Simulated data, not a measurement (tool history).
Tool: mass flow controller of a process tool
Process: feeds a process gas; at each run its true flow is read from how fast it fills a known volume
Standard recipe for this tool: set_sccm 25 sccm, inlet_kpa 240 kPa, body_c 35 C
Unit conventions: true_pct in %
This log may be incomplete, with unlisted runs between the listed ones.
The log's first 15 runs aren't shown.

{"run": 16, "day": 125.958, "set_sccm": 25, "inlet_kpa": 140, "body_c": 21, "true_pct": 99.84}
{"run": 17, "day": 134.162, "set_sccm": 25, "inlet_kpa": 240, "body_c": 26, "true_pct": 99.92}
{"run": 18, "day": 145.304, "set_sccm": 25, "inlet_kpa": 240, "body_c": 26, "true_pct": 99.97}
{"run": 19, "day": 152.704, "set_sccm": 25, "inlet_kpa": 240, "body_c": 35, "true_pct": 100.67}
{"run": 20, "day": 159.788, "set_sccm": 25, "inlet_kpa": 178, "body_c": 35, "true_pct": 100.85}
{"run": 21, "day": 168.7, "set_sccm": 25, "inlet_kpa": 178, "body_c": 35, "true_pct": 101.05}
{"run": 22, "day": 175.867, "set_sccm": 25, "inlet_kpa": 178, "body_c": 20, "true_pct": 99.87}
{"run": 23, "day": 180.871, "set_sccm": 25, "inlet_kpa": 178, "body_c": 20, "true_pct": 99.85}
{"run": 24, "day": 187.696, "set_sccm": 25, "inlet_kpa": 240, "body_c": 35, "true_pct": 100.69}
{"run": 25, "day": 193.588, "set_sccm": 20, "inlet_kpa": 240, "body_c": 35, "true_pct": 101.06}
{"run": 26, "day": 199.929, "set_sccm": 20, "inlet_kpa": 240, "body_c": 35, "true_pct": 101.14}
{"run": 27, "day": 208.262, "set_sccm": 9, "inlet_kpa": 224, "body_c": 23, "true_pct": 103.03}
{"run": 28, "day": 218.4, "set_sccm": 9, "inlet_kpa": 224, "body_c": 23, "true_pct": 103.02}
{"run": 29, "day": 227.388, "set_sccm": 11, "inlet_kpa": 234, "body_c": 35, "true_pct": 103.19}
{"run": 30, "day": 235.838, "set_sccm": 11, "inlet_kpa": 234, "body_c": 35, "true_pct": 103.17}
{"run": 31, "day": 245.817, "set_sccm": 11, "inlet_kpa": 183, "body_c": 30, "true_pct": 103.13}
{"run": 32, "day": 255.867, "set_sccm": 11, "inlet_kpa": 239, "body_c": 34, "true_pct": 103.25}
{"run": 33, "day": 266.583, "set_sccm": 25, "inlet_kpa": 240, "body_c": 21, "true_pct": 99.92}
{"run": 34, "day": 276.533, "set_sccm": 22, "inlet_kpa": 240, "body_c": 37, "true_pct": 101.51}

The next listed run, before its measurement:
{"run": 35, "day": 284.733, "set_sccm": 25, "inlet_kpa": 214, "body_c": 24, "true_pct": "?"}

{"run 35": {"true_pct": 100.42}}
Take away the tool's hidden state, keep the run-to-run variation as it was, and the same run would have given true_pct 98.69 %.
